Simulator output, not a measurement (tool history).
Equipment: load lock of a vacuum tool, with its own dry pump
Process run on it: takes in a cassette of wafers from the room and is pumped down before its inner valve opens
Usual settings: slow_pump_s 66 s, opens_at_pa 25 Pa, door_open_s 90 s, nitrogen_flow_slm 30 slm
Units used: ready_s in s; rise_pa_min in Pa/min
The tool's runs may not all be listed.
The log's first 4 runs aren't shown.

run	hour	slow_pump_s	opens_at_pa	door_open_s	nitrogen_flow_slm	incoming humidity of the room's air, %	ready_s	rise_pa_min
5	891.7	55	46	90	30	45.8	76.9	0.1
6	1099.3	55	46	34	30	44.5	75.6	0.081
7	1361	55	46	34	30	41.5	77.3	0.092
8	1634.8	55	46	34	30	48.6	76.8	0.099
9	1796.9	55	46	34	30	46.2	77.8	0.102
10	2034.8	55	46	34	30	43.9	77.6	0.106
11	2212.9	66	25	90	30	43.2	90.1	0.118
12	2356.1	66	25	90	30	43.8	90	0.123
13	2600.5	66	25	90	30	43.8	89.7	0.127
14	2751.7	66	25	90	30	43.9	89.5	0.133
15	2895.8	66	25	90	30	45.6	90.4	0.137
16	3044.6	66	25	90	30	41.8	89.8	0.139
17	3332	66	24	90	30	44.3	90.1	0.14
18	3605.6	66	24	90	30	44.9	90.6	0.15
19	3884.1	66	24	90	30	48.7	91.1	0.16
20	4061.5	66	24	90	5	44.7	91.2	0.21
21	4232.6	66	24	90	5	42.8	91.1	0.207
22	4456.2	63	48	176	38	43.8	86.3	0.176

What will run 23 give?
23	4596.4	52	28	50	30	41.1	?	?

{"run 23": {"ready_s": 78.3, "rise_pa_min": 0.159}}
With the hidden condition absent and the run-to-run variation left alone, this run would have shown ready_s 73 s, rise_pa_min 0.039 Pa/min.
